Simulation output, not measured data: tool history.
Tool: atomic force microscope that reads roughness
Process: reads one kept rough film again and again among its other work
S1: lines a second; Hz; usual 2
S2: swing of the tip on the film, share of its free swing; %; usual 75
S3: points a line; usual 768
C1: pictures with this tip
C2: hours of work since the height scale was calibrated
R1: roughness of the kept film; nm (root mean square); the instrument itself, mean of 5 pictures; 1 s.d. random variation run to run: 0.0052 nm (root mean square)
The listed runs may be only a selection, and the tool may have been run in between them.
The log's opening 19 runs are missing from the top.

run   hour    S1  S2   S3  C1   C2     R1
 20  131.7     2  57  768  64  129  0.894
     135.4  -- new tip fitted
 21  138.4     2  57  768   6  132  0.906
 22  142.8  1.69  57  403  14  135  0.911
 23  150.2  1.64  85  403  28  139  0.789
 24  155.6  1.64  85  403  38  143  0.783
 25  162.1     2  56  768  50  146  0.889
 26  171.8     2  56  768  68  152  0.884
     173.9  -- new tip fitted
 27  181.3     2  89  359  13  157  0.735
 28  185.3  1.26  58  457  21  160  0.909
 29  190.1  0.63  66  868  30  163  0.919
 30  194.3  3.57  83  378  38  165  0.672
 31  204.1  3.57  83  378  56  171  0.665
 32  209.8  3.57  83  378  67  174   0.66
       212  -- new tip fitted
 33  214.8  3.57  83  378   5  177  0.681
 34  219.4  3.57  83  378  13  180  0.681
 35    228   2.7  73  375  29  185  0.797
 36  233.6   2.7  64  375  40  188  0.842
 37  237.6     2  83  974  47  190  0.763
 38  244.5  1.83  86  754  60  194  0.762
     250.1  -- new tip fitted
 39  252.8  2.88  87  768   5  199   0.69
 40  261.1     2  75  282  20  204  0.819
 41    269     2  75  282  35  209  0.808

Below are 5 alternative next runs, each starting from the tool's condition after run 41. Predict each:
  A   276  1.87  58  634  48  213   ?
  B   276  1.21  69  857  48  213   ?
  C   276  0.57  75  746  48  213   ?
  D   276  3.55  72  356  48  213   ?
  E   276     2  75  260  48  213   ?

run     R1
  A  0.889
  B  0.885
  C  0.891
  D  0.759
  E  0.808
With no hidden state in the tool, these same runs would have given:
run     R1
  A   0.91
  B  0.905
  C  0.911
  D  0.776
  E  0.827

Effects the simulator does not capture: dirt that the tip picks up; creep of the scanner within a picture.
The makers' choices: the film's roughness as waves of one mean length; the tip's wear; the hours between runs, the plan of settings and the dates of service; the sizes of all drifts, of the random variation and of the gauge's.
